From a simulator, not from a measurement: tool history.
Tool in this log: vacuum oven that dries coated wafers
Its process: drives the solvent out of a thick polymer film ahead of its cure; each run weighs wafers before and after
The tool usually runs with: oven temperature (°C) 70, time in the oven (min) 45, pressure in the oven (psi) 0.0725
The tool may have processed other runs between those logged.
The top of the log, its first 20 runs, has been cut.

run   hour  oven temperature (°C)  time in the oven (min)  pressure in the oven (psi)  solvent left in the film (%)
 21  556.2                     70                      59                      0.2598                          1.18
 22    589                     64                      23                      0.0453                          4.86
 23  610.4                     62                      25                      0.0906                          5.21
 24  640.4                     62                      25                      0.0906                          5.21
 25  661.2                     62                      25                      0.0906                          5.17
 26  681.5                     62                      25                      0.0906                           5.2
 27  718.8                     68                      45                      0.0725                          1.49
 28    735                     81                      33                      0.0859                          0.48
 29  762.3                     70                      45                      0.1184                          1.26
 30  783.2                     79                      23                      0.0486                          1.27
 31  798.7                     65                      45                      0.0725                          2.09
 32  827.8                     83                      74                      0.0808                          0.14
 33  845.5                     83                      74                      0.0808                          0.14
 34  866.8                     70                      45                      0.1043                          1.22
 35  888.7                     60                      45                      0.1395                          3.63
 36  910.5                     64                      43                      0.0585                          2.44
 37  932.6                     83                      31                      0.0585                          0.33
 38  951.4                     83                      31                      0.0585                          0.33

Each row is a separate what-if for the run after 38, all from the same tool condition, not one after another. Results?
  A  979.7                     70                      45                      0.0725                             ?
  B  979.7                     70                      45                      0.0511                             ?
  C  979.7                     64                      31                      0.0585                             ?

run  solvent left in the film (%)
  A                          1.12
  B                          1.07
  C                           3.7
Without the tool's unlogged condition, the same runs would have read:
run  solvent left in the film (%)
  A                          1.12
  B                          1.07
  C                          3.71
